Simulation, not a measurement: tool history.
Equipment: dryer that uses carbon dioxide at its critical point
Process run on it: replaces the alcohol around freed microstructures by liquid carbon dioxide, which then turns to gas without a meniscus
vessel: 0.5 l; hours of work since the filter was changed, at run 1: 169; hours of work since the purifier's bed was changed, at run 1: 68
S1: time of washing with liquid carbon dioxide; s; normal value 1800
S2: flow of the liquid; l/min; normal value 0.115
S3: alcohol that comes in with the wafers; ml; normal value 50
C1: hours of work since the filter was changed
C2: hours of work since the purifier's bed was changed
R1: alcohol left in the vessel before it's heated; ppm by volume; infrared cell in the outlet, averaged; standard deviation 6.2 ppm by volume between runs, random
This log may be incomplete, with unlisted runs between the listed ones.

Run 1, day 0: usual settings; C1 169; C2 68. Result: R1 315 ppm by volume.
Run 2, day 0.438: usual settings but S2 0.11 l/min; C1 176; C2 75. Result: R1 426 ppm by volume.
Run 3, day 0.9: usual settings but S2 0.11 l/min; C1 183; C2 82. Result: R1 434 ppm by volume.
Run 4, day 1.475: usual settings but S2 0.11 l/min; C1 192; C2 90. Result: R1 429 ppm by volume.
Run 5, day 1.992: usual settings but S2 0.11 l/min; C1 199; C2 98. Result: R1 433 ppm by volume.
At day 2.333: inlet filter changed.
Run 6, day 2.342: usual settings but S1 2760 s; C1 0; C2 103. Result: R1 26 ppm by volume.
Run 7, day 2.862: usual settings but S1 2040 s, S2 0.179 l/min, S3 24 ml; C1 8; C2 110. Result: R1 30 ppm by volume.
Run 8, day 3.542: usual settings but S1 2040 s, S2 0.179 l/min, S3 44 ml; C1 18; C2 121. Result: R1 29 ppm by volume.
Run 9, day 4.121: usual settings but S1 2040 s, S2 0.074 l/min, S3 44 ml; C1 27; C2 129. Result: R1 1388 ppm by volume.
Run 10, day 4.838: usual settings but S1 2040 s, S2 0.074 l/min, S3 44 ml; C1 37; C2 140. Result: R1 1381 ppm by volume.
Run 11, day 5.562: usual settings but S1 1080 s, S2 0.079 l/min; C1 48; C2 151. Result: R1 8938 ppm by volume.

Take each entry between the runs: how does the hidden state at the last listed run before it differ from the hidden state at the first listed run after it?
After run 5, before run 6: inlet filter changed (day 2.333)
  flow that reaches the vessel past the clogged filter, %: 95.2 -> 99.5; alcohol in the recycled carbon dioxide, ppm: 23.8 -> 24.8
  measured value less the no-hidden-state value, R1: +118 -> +21 ppm by volume

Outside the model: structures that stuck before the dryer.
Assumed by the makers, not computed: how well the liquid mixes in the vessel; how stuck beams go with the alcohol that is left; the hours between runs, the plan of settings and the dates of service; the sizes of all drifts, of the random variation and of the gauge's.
